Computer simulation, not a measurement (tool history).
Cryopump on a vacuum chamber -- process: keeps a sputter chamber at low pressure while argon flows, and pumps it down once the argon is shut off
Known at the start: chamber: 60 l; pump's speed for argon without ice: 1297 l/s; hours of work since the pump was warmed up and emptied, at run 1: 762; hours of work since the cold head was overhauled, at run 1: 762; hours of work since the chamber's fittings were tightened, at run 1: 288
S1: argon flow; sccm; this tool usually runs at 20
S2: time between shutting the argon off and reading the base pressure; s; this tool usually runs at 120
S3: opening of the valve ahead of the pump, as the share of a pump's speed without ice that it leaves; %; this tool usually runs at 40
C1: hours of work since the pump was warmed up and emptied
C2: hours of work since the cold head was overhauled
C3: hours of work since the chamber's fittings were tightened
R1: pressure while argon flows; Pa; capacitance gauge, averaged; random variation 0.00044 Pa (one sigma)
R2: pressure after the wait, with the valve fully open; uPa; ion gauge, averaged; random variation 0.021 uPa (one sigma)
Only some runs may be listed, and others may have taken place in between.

Run 1, hour 0: usual settings; C1 762; C2 762; C3 288. Result: R1 0.0679 Pa, R2 0.69 uPa.
Run 2, hour 70.8: usual settings; C1 802; C2 802; C3 328. Result: R1 0.0678 Pa, R2 0.73 uPa.
Run 3, hour 136.2: usual settings; C1 839; C2 839; C3 365. Result: R1 0.068 Pa, R2 0.76 uPa.
Run 4, hour 190.4: usual settings; C1 870; C2 870; C3 396. Result: R1 0.0685 Pa, R2 0.73 uPa.
Run 5, hour 249.1: usual settings but S2 46 s; C1 904; C2 904; C3 429. Result: R1 0.0682 Pa, R2 1.09 uPa.
Run 6, hour 292.3: usual settings but S2 46 s; C1 928; C2 928; C3 454. Result: R1 0.0684 Pa, R2 1.14 uPa.
Run 7, hour 331.2: usual settings but S2 157 s; C1 950; C2 950; C3 476. Result: R1 0.0699 Pa, R2 0.73 uPa.
Run 8, hour 381.4: usual settings but S2 157 s; C1 979; C2 979; C3 504. Result: R1 0.0687 Pa, R2 0.73 uPa.
Run 9, hour 436.9: usual settings but S2 157 s; C1 1010; C2 1010; C3 536. Result: R1 0.0686 Pa, R2 0.77 uPa.
Run 10, hour 471.5: usual settings but S1 11 sccm, S2 22 s; C1 1030; C2 1030; C3 556. Result: R1 0.0379 Pa, R2 1.88 uPa.
Run 11, hour 550.7: usual settings but S1 11 sccm, S2 22 s; C1 1075; C2 1075; C3 601. Result: R1 0.0381 Pa, R2 2 uPa.
Run 12, hour 626.5: usual settings but S1 10 sccm, S2 22 s, S3 23 %; C1 1118; C2 1118; C3 644. Result: R1 0.0591 Pa, R2 1.91 uPa.
Run 13, hour 682.5: usual settings but S1 37 sccm, S2 33 s, S3 42 %; C1 1150; C2 1150; C3 676. Result: R1 0.1236 Pa, R2 1.58 uPa.
At hour 702.1: pump warmed up, emptied and cooled again.
Run 14, hour 733: usual settings but S1 37 sccm, S2 33 s, S3 42 %; C1 18; C2 1176; C3 701. Result: R1 0.1165 Pa, R2 1.48 uPa.
Run 15, hour 800.8: usual settings but S1 37 sccm, S2 33 s, S3 42 %; C1 56; C2 1214; C3 740. Result: R1 0.1166 Pa, R2 1.48 uPa.
Run 16, hour 840.2: usual settings but S1 37 sccm, S2 33 s, S3 42 %; C1 78; C2 1237; C3 762. Result: R1 0.1167 Pa, R2 1.53 uPa.
Run 17, hour 887.1: usual settings but S1 9 sccm, S2 36 s, S3 42 %; C1 105; C2 1263; C3 789. Result: R1 0.0281 Pa, R2 1.47 uPa.

Consider 5 possible next runs. They are alternatives, not a sequence: every one starts from the tool as it was left by run 17. What does each give?
Run A, hour 954.6: usual settings but S1 9 sccm; C1 144; C2 1302; C3 827. Result: R1 ?, R2 ?.
Run B, hour 954.6: usual settings but S3 29 %; C1 144; C2 1302; C3 827. Result: R1 ?, R2 ?.
Run C, hour 954.6: usual settings but S2 47 s, S3 28 %; C1 144; C2 1302; C3 827. Result: R1 ?, R2 ?.
Run D, hour 954.6: usual settings but S1 23 sccm, S2 143 s, S3 42 %; C1 144; C2 1302; C3 827. Result: R1 ?, R2 ?.
Run E, hour 954.6: usual settings but S2 189 s; C1 144; C2 1302; C3 827. Result: R1 ?, R2 ?.

run      R1    R2
  A   0.029  0.97
  B  0.0913  0.98
  C  0.0939  1.34
  D  0.0721  0.93
  E  0.0657  0.87
What these runs would have given with no unlogged condition in the tool:
run      R1    R2
  A  0.0284  0.47
  B  0.0902  0.48
  C  0.0928  0.86
  D  0.0708  0.44
  E  0.0646  0.37
